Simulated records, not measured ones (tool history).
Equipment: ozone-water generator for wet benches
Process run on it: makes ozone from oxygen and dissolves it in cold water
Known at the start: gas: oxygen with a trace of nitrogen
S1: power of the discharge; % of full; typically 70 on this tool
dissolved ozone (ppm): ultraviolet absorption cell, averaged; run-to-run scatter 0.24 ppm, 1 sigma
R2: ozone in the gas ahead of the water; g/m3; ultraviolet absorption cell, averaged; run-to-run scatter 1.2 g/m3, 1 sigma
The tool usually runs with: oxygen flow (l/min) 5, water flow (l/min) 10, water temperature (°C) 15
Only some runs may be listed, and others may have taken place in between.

run 1 hour=0 | S1=70 oxygen_flow_(l/min)=5 water_flow_(l/min)=10 water_temperature_(°C)=15 | dissolved_ozone_(ppm)=32.4 R2=202.8
run 2 hour=58 | S1=70 oxygen_flow_(l/min)=5 water_flow_(l/min)=10 water_temperature_(°C)=15 | dissolved_ozone_(ppm)=32.3 R2=201.6
run 3 hour=126.8 | S1=63 oxygen_flow_(l/min)=5 water_flow_(l/min)=10 water_temperature_(°C)=15 | dissolved_ozone_(ppm)=29.4 R2=187.1
run 4 hour=181.3 | S1=70 oxygen_flow_(l/min)=5 water_flow_(l/min)=10 water_temperature_(°C)=15 | dissolved_ozone_(ppm)=31.7 R2=201.3
run 5 hour=226.1 | S1=70 oxygen_flow_(l/min)=7.86 water_flow_(l/min)=10 water_temperature_(°C)=15 | dissolved_ozone_(ppm)=31.4 R2=169
run 6 hour=264.8 | S1=70 oxygen_flow_(l/min)=3.66 water_flow_(l/min)=10 water_temperature_(°C)=15 | dissolved_ozone_(ppm)=31.4 R2=226
run 7 hour=327.2 | S1=70 oxygen_flow_(l/min)=3.66 water_flow_(l/min)=10 water_temperature_(°C)=15 | dissolved_ozone_(ppm)=31.4 R2=226.7
run 8 hour=381.3 | S1=70 oxygen_flow_(l/min)=3.66 water_flow_(l/min)=10 water_temperature_(°C)=15 | dissolved_ozone_(ppm)=31.5 R2=228.1
run 9 hour=450.8 | S1=70 oxygen_flow_(l/min)=5 water_flow_(l/min)=10 water_temperature_(°C)=9 | dissolved_ozone_(ppm)=35.5 R2=200.6
run 10 hour=480 | S1=70 oxygen_flow_(l/min)=7.16 water_flow_(l/min)=10 water_temperature_(°C)=15 | dissolved_ozone_(ppm)=31.5 R2=173.4
run 11 hour=540 | S1=70 oxygen_flow_(l/min)=7.16 water_flow_(l/min)=10 water_temperature_(°C)=15 | dissolved_ozone_(ppm)=31.1 R2=174.1
-- hour=547 water thermometer calibrated
run 12 hour=609.4 | S1=70 oxygen_flow_(l/min)=7.16 water_flow_(l/min)=10 water_temperature_(°C)=15 | dissolved_ozone_(ppm)=31.2 R2=173.6
run 13 hour=639.4 | S1=70 oxygen_flow_(l/min)=7.16 water_flow_(l/min)=10 water_temperature_(°C)=15 | dissolved_ozone_(ppm)=31 R2=172.9
run 14 hour=678.8 | S1=70 oxygen_flow_(l/min)=5 water_flow_(l/min)=10 water_temperature_(°C)=15 | dissolved_ozone_(ppm)=31.5 R2=198.9
run 15 hour=740.4 | S1=70 oxygen_flow_(l/min)=5 water_flow_(l/min)=10 water_temperature_(°C)=21 | dissolved_ozone_(ppm)=27.8 R2=198.3
run 16 hour=773.7 | S1=70 oxygen_flow_(l/min)=5 water_flow_(l/min)=10 water_temperature_(°C)=15 | dissolved_ozone_(ppm)=31.3 R2=197.4
run 17 hour=825.7 | S1=70 oxygen_flow_(l/min)=5 water_flow_(l/min)=10 water_temperature_(°C)=15 | dissolved_ozone_(ppm)=31.2 R2=200.1
run 18 hour=868.6 | S1=70 oxygen_flow_(l/min)=5 water_flow_(l/min)=8 water_temperature_(°C)=11 | dissolved_ozone_(ppm)=38.8 R2=200.8
-- hour=907.3 water thermometer calibrated, once more
run 19 hour=930 | S1=97 oxygen_flow_(l/min)=5 water_flow_(l/min)=9 water_temperature_(°C)=22 | dissolved_ozone_(ppm)=37.7 R2=252.8
run 20 hour=1000.1 | S1=97 oxygen_flow_(l/min)=5 water_flow_(l/min)=9 water_temperature_(°C)=22 | dissolved_ozone_(ppm)=37.2 R2=253.9
run 21 hour=1039.5 | S1=58 oxygen_flow_(l/min)=3.04 water_flow_(l/min)=7 water_temperature_(°C)=7 | dissolved_ozone_(ppm)=38.1 R2=208.2
run 22 hour=1085 | S1=70 oxygen_flow_(l/min)=4.77 water_flow_(l/min)=10 water_temperature_(°C)=11 | dissolved_ozone_(ppm)=33.7 R2=203.1
run 23 hour=1142.3 | S1=70 oxygen_flow_(l/min)=4.77 water_flow_(l/min)=10 water_temperature_(°C)=11 | dissolved_ozone_(ppm)=33.9 R2=200.4
run 24 hour=1176.8 | S1=53 oxygen_flow_(l/min)=3.57 water_flow_(l/min)=10 water_temperature_(°C)=15 | dissolved_ozone_(ppm)=24.4 R2=179.6
run 25 hour=1227.2 | S1=94 oxygen_flow_(l/min)=5 water_flow_(l/min)=10 water_temperature_(°C)=11 | dissolved_ozone_(ppm)=42.1 R2=245.7
run 26 hour=1257.9 | S1=41 oxygen_flow_(l/min)=5 water_flow_(l/min)=8 water_temperature_(°C)=15 | dissolved_ozone_(ppm)=23.6 R2=129.7
run 27 hour=1320.3 | S1=49 oxygen_flow_(l/min)=5 water_flow_(l/min)=10 water_temperature_(°C)=22 | dissolved_ozone_(ppm)=20.6 R2=149.7
run 28 hour=1350.3 | S1=73 oxygen_flow_(l/min)=5 water_flow_(l/min)=13 water_temperature_(°C)=22 | dissolved_ozone_(ppm)=23.5 R2=203.3
run 29 hour=1403.1 | S1=72 oxygen_flow_(l/min)=5 water_flow_(l/min)=13 water_temperature_(°C)=16 | dissolved_ozone_(ppm)=25.7 R2=199.1
run 30 hour=1442.1 | S1=48 oxygen_flow_(l/min)=6.2 water_flow_(l/min)=14 water_temperature_(°C)=13 | dissolved_ozone_(ppm)=18.8 R2=134.4
run 31 hour=1508.9 | S1=70 oxygen_flow_(l/min)=7.8 water_flow_(l/min)=10 water_temperature_(°C)=14 | dissolved_ozone_(ppm)=31.1 R2=163.7
run 32 hour=1554.5 | S1=96 oxygen_flow_(l/min)=2.79 water_flow_(l/min)=10 water_temperature_(°C)=14 | dissolved_ozone_(ppm)=37.9 R2=310.2
run 33 hour=1598.3 | S1=96 oxygen_flow_(l/min)=7.64 water_flow_(l/min)=10 water_temperature_(°C)=8 | dissolved_ozone_(ppm)=44.5 R2=209.9

Branching from run 33: 3 alternative next runs. What would each branch give?
run A hour=1645.4 | S1=70 oxygen_flow_(l/min)=3.96 water_flow_(l/min)=10 water_temperature_(°C)=15 | dissolved_ozone_(ppm)=? R2=?
run B hour=1645.4 | S1=51 oxygen_flow_(l/min)=5.58 water_flow_(l/min)=10 water_temperature_(°C)=16 | dissolved_ozone_(ppm)=? R2=?
run C hour=1645.4 | S1=96 oxygen_flow_(l/min)=4.03 water_flow_(l/min)=10 water_temperature_(°C)=8 | dissolved_ozone_(ppm)=? R2=?

run=A dissolved_ozone_(ppm)=30.5 R2=215.1
run=B dissolved_ozone_(ppm)=23.4 R2=148.2
run=C dissolved_ozone_(ppm)=43.4 R2=269.8
The same runs, with their run-to-run variation unchanged, on a tool lacking any hidden condition would have given:
run=A dissolved_ozone_(ppm)=35.3 R2=236.5
run=B dissolved_ozone_(ppm)=26.5 R2=159
run=C dissolved_ozone_(ppm)=51.5 R2=303.8
